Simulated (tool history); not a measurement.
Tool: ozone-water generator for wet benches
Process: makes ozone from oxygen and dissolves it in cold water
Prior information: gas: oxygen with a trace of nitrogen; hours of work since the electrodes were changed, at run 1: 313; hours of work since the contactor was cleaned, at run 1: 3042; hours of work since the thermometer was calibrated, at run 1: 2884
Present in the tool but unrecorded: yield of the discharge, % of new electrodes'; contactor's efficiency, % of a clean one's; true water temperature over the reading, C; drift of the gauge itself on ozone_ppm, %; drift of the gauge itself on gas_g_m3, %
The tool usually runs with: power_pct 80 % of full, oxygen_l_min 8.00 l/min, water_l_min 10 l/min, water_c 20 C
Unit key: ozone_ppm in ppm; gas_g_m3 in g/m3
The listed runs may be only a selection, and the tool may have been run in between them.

run,hour,power_pct,oxygen_l_min,water_l_min,water_c,hours of work since the electrodes were changed,hours of work since the contactor was cleaned,hours of work since the thermometer was calibrated,ozone_ppm,gas_g_m3
1,0.0,80,8.00,10,20,313,3042,2884,38.3,252.7
2,36.9,80,8.00,10,20,341,3070,2912,38.6,252.6
3,76.0,80,8.00,10,20,370,3099,2942,38.5,252.0
4,126.5,80,14.07,10,20,409,3137,2980,34.0,197.9
5,158.8,80,14.07,10,20,433,3162,3004,34.3,198.3
6,202.4,80,8.00,10,20,466,3195,3037,38.2,252.1
7,223.9,80,8.00,10,20,482,3211,3054,38.4,251.1
8,255.0,48,8.00,10,20,506,3235,3077,24.6,162.1
9,304.9,48,8.00,10,20,544,3273,3115,24.1,159.4
10,338.3,48,8.00,10,20,569,3298,3140,24.4,160.5
11,363.6,80,8.00,10,20,588,3317,3160,37.7,249.4
12,408.5,80,8.00,10,20,622,3351,3194,38.2,248.4
13,456.3,80,8.00,10,20,659,3387,3230,37.5,248.3
14,478.5,80,8.00,10,20,675,3404,3247,37.5,250.1
15,514.4,80,8.00,10,20,703,3431,3274,37.8,247.2
16,538.3,80,7.68,10,20,721,3449,3292,37.7,253.0
17,561.5,80,8.00,10,14,738,3467,3310,43.0,247.4
18,610.5,95,11.34,11,13,775,3504,3347,46.1,247.9
19,657.4,85,5.93,14,27,811,3540,3382,27.4,296.6
20,694.6,43,9.39,9,12,839,3568,3410,27.7,135.8
# hour 724.2: water thermometer calibrated
21,731.7,43,9.39,9,12,867,3596,6,27.8,135.6
22,778.5,80,4.72,10,20,902,3631,41,39.7,308.5
23,801.0,83,8.00,10,20,919,3648,58,38.8,256.9
24,828.6,75,4.57,10,20,940,3669,79,36.7,295.5
25,861.6,50,4.57,10,23,965,3694,104,25.0,208.0
26,901.2,50,4.57,10,23,995,3724,134,24.7,207.9
27,930.7,50,12.14,14,18,1018,3747,157,19.5,137.2
28,982.7,50,12.14,14,18,1057,3786,196,19.2,136.8
29,1016.5,50,11.54,15,18,1083,3812,221,18.7,141.2
30,1045.3,50,11.54,15,18,1105,3833,243,18.4,139.7
31,1096.4,50,11.54,15,18,1143,3872,282,18.5,140.3
32,1119.8,80,8.79,12,15,1161,3890,300,36.1,234.3
33,1162.7,80,8.79,12,15,1194,3922,332,35.7,234.1
34,1211.3,80,8.79,12,15,1230,3959,369,35.5,233.4

How would selected steps in ozone_ppm from run to run divide? Give the signed amount a tool lacking its hidden state would still show from settings, what came in and random variation, and the signed amount left for the hidden state, including any gauge scatter that is not in both of the compared results.
Run 7 -> 8: power_pct 80 -> 48. ozone_ppm -13.8 ppm: hidden state +1.4, all else -15.2.
Run 18 -> 19: power_pct 95 -> 85, oxygen_l_min 11.34 -> 5.93, water_l_min 11 -> 14, water_c 13 -> 27. ozone_ppm -18.7 ppm: hidden state +1.8, all else -20.5.
Run 21 -> 22: power_pct 43 -> 80, oxygen_l_min 9.39 -> 4.72, water_l_min 9 -> 10, water_c 12 -> 20. ozone_ppm +11.9 ppm: hidden state -1.9, all else +13.8.
Run 31 -> 32: power_pct 50 -> 80, oxygen_l_min 11.54 -> 8.79, water_l_min 15 -> 12, water_c 18 -> 15. ozone_ppm +17.6 ppm: hidden state -2.5, all else +20.1.
